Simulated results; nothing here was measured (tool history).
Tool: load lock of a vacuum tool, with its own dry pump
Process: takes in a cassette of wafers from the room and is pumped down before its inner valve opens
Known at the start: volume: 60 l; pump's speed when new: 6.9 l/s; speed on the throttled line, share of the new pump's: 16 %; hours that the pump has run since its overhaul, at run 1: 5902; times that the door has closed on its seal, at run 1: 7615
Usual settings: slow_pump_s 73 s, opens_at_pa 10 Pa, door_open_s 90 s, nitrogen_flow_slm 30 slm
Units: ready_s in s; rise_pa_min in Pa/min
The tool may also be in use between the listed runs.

| run | hour | slow_pump_s | opens_at_pa | door_open_s | nitrogen_flow_slm | hours that the pump has run since its overhaul | times that the door has closed on its seal | incoming humidity of the room's air, % | ready_s | rise_pa_min |
|---|---|---|---|---|---|---|---|---|---|---|
| 1 | 0 | 73 | 10 | 90 | 30 | 5902 | 7615 | 42.4 | 147.1 | 0.169 |
| 2 | 134.9 | 73 | 10 | 90 | 30 | 6037 | 8096 | 43.6 | 148.1 | 0.183 |
| 3 | 245.3 | 73 | 10 | 90 | 30 | 6147 | 8489 | 45.2 | 147.9 | 0.186 |
| 4 | 360.4 | 73 | 10 | 90 | 30 | 6262 | 8899 | 42.7 | 147.2 | 0.201 |
| 5 | 438.5 | 73 | 14 | 90 | 30 | 6341 | 9177 | 45.4 | 144.2 | 0.217 |
| 6 | 601.7 | 73 | 10 | 82 | 30 | 6504 | 9758 | 45.6 | 148.2 | 0.218 |
| 7 | 714.2 | 73 | 10 | 82 | 30 | 6616 | 10159 | 45.3 | 148.7 | 0.23 |
| 8 | 862.6 | 73 | 10 | 82 | 30 | 6765 | 10688 | 44.1 | 147.4 | 0.242 |
| 9 | 949.5 | 73 | 10 | 82 | 30 | 6852 | 10997 | 45.8 | 147.4 | 0.256 |
| 10 | 1106.9 | 73 | 10 | 90 | 30 | 7009 | 11558 | 46.5 | 146.6 | 0.273 |
| 11 | 1248.7 | 73 | 8 | 90 | 30 | 7151 | 12063 | 41.1 | 150.8 | 0.289 |
| 12 | 1415 | 73 | 10 | 90 | 12 | 7317 | 12655 | 42.7 | 149.6 | 0.329 |
| 13 | 1568.1 | 73 | 10 | 90 | 12 | 7470 | 13201 | 44.5 | 147.1 | 0.355 |
| 14 | 1731 | 99 | 10 | 90 | 30 | 7633 | 13781 | 46.7 | 169.1 | 0.354 |
| 15 | 1906.8 | 99 | 10 | 90 | 30 | 7809 | 14407 | 45.1 | 170.4 | 0.37 |
| 16 | 2044.1 | 128 | 10 | 90 | 6 | 7946 | 14896 | 46.7 | 193.9 | 0.421 |
| 17 | 2166.9 | 73 | 17 | 208 | 30 | 8069 | 15333 | 48.3 | 143.1 | 0.435 |
| 18 | 2333.3 | 73 | 17 | 208 | 30 | 8235 | 15926 | 47.7 | 143.3 | 0.469 |
| 19 | 2431.3 | 73 | 17 | 208 | 11 | 8333 | 16275 | 42 | 142.7 | 0.505 |
| 20 | 2528.8 | 73 | 17 | 208 | 6 | 8431 | 16622 | 43.9 | 144.8 | 0.543 |
| 21 | 2615.4 | 73 | 17 | 208 | 6 | 8518 | 16931 | 43.5 | 142.6 | 0.547 |
| 22 | 2781.8 | 73 | 17 | 137 | 6 | 8684 | 17524 | 42.9 | 143.6 | 0.547 |
| 23 | 2927.4 | 46 | 10 | 90 | 11 | 8829 | 18042 | 48.4 | 126.5 | 0.533 |

3 ways to go on from here, each from the tool as it stands after run 23. What would each give?
| A | 3048.1 | 46 | 10 | 90 | 10 | 8950 | 18472 | 47.3 | ? | ? |
| B | 3048.1 | 123 | 8 | 90 | 6 | 8950 | 18472 | 44.8 | ? | ? |
| C | 3048.1 | 46 | 15 | 90 | 11 | 8950 | 18472 | 44.4 | ? | ? |

| run | ready_s | rise_pa_min |
|---|---|---|
| A | 126.5 | 0.555 |
| B | 193.3 | 0.555 |
| C | 123.6 | 0.548 |
Without the tool's hidden state the same runs would have given:
| run | ready_s | rise_pa_min |
|---|---|---|
| A | 118.8 | 0.077 |
| B | 186.5 | 0.083 |
| C | 116.4 | 0.072 |

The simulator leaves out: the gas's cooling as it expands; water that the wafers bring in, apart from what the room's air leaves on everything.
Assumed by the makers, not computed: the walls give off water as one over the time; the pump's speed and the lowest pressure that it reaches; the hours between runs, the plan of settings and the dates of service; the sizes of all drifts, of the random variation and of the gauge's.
